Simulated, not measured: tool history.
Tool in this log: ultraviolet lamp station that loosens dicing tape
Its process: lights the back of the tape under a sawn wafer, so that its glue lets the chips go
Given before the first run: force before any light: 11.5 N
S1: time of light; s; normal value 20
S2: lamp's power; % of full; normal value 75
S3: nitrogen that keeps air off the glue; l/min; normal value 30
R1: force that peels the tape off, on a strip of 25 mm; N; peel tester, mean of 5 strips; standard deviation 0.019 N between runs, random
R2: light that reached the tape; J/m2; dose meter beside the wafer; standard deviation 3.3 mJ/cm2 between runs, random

| run | day | S1 | S2 | S3 | R1 | R2 |
|---|---|---|---|---|---|---|
| 1 | 0.000 | 20 | 75 | 30 | 0.936 | 5150 |
| 2 | 0.850 | 20 | 75 | 30 | 0.931 | 5140 |
| 3 | 1.738 | 20 | 75 | 19 | 1.339 | 5160 |
| 4 | 2.917 | 20 | 75 | 19 | 1.372 | 5100 |
| 5 | 3.662 | 15 | 75 | 30 | 1.637 | 3860 |
| 6 | 4.192 | 20 | 75 | 48 | 0.634 | 5200 |
| 7 | 4.721 | 20 | 75 | 48 | 0.625 | 5260 |
| 8 | 5.425 | 20 | 75 | 48 | 0.626 | 5170 |
| 9 | 6.217 | 20 | 75 | 30 | 0.956 | 5170 |
| 10 | 6.750 | 20 | 75 | 30 | 0.932 | 5140 |
| 11 | 7.425 | 20 | 75 | 30 | 0.943 | 5180 |
| 12 | 8.292 | 20 | 61 | 30 | 1.457 | 4230 |
| 13 | 9.058 | 20 | 61 | 30 | 1.532 | 4170 |
| 14 | 9.771 | 20 | 61 | 30 | 1.431 | 4220 |
|  | 10.196 | window cleaned of glue's vapour |
| 15 | 10.683 | 37 | 75 | 30 | 0.181 | 9620 |
| 16 | 11.625 | 12 | 75 | 30 | 2.509 | 3090 |
| 17 | 12.212 | 12 | 90 | 30 | 1.835 | 3770 |
| 18 | 13.050 | 12 | 90 | 30 | 1.856 | 3710 |
| 19 | 13.908 | 20 | 75 | 30 | 0.951 | 5150 |
| 20 | 14.896 | 20 | 75 | 30 | 0.947 | 5160 |
| 21 | 15.904 | 20 | 75 | 29 | 0.962 | 5160 |
| 22 | 16.917 | 20 | 76 | 47 | 0.626 | 5250 |
| 23 | 18.038 | 20 | 76 | 47 | 0.639 | 5270 |
| 24 | 18.933 | 20 | 76 | 47 | 0.618 | 5230 |
| 25 | 19.479 | 20 | 76 | 47 | 0.623 | 5190 |
| 26 | 20.367 | 20 | 76 | 47 | 0.609 | 5240 |
| 27 | 21.008 | 27 | 96 | 18 | 0.389 | 8990 |
| 28 | 22.133 | 20 | 75 | 30 | 0.937 | 5170 |
|  | 22.329 | lamp changed |
| 29 | 23.162 | 36 | 75 | 30 | 0.211 | 9350 |
| 30 | 23.871 | 14 | 75 | 30 | 2.007 | 3610 |
| 31 | 24.617 | 20 | 67 | 30 | 1.235 | 4620 |
| 32 | 25.554 | 20 | 67 | 30 | 1.221 | 4630 |
| 33 | 26.342 | 40 | 67 | 30 | 0.203 | 9240 |
| 34 | 27.500 | 40 | 67 | 30 | 0.199 | 9210 |
| 35 | 28.058 | 40 | 67 | 30 | 0.218 | 9150 |
| 36 | 29.079 | 20 | 67 | 17 | 1.913 | 4610 |
| 37 | 30.233 | 13 | 83 | 22 | 2.267 | 3710 |
| 38 | 30.833 | 13 | 83 | 22 | 2.255 | 3700 |
| 39 | 31.679 | 13 | 83 | 22 | 2.288 | 3770 |
| 40 | 32.233 | 13 | 83 | 22 | 2.330 | 3690 |
| 41 | 32.888 | 11 | 65 | 50 | 2.691 | 2490 |

Forecast each of these 5 alternatives for the next run:
| A | 33.525 | 19 | 65 | 15 | ? | ? |
| B | 33.525 | 23 | 97 | 50 | ? | ? |
| C | 33.525 | 11 | 65 | 23 | ? | ? |
| D | 33.525 | 20 | 75 | 13 | ? | ? |
| E | 33.525 | 21 | 75 | 30 | ? | ? |

| run | R1 | R2 |
|---|---|---|
| A | 2.402 | 4290 |
| B | 0.213 | 7630 |
| C | 3.851 | 2490 |
| D | 1.895 | 5190 |
| E | 0.824 | 5420 |
Without the tool's hidden state the same runs would have given:
| run | R1 | R2 |
|---|---|---|
| A | 2.396 | 4300 |
| B | 0.212 | 7650 |
| C | 3.844 | 2490 |
| D | 1.889 | 5190 |
| E | 0.820 | 5430 |
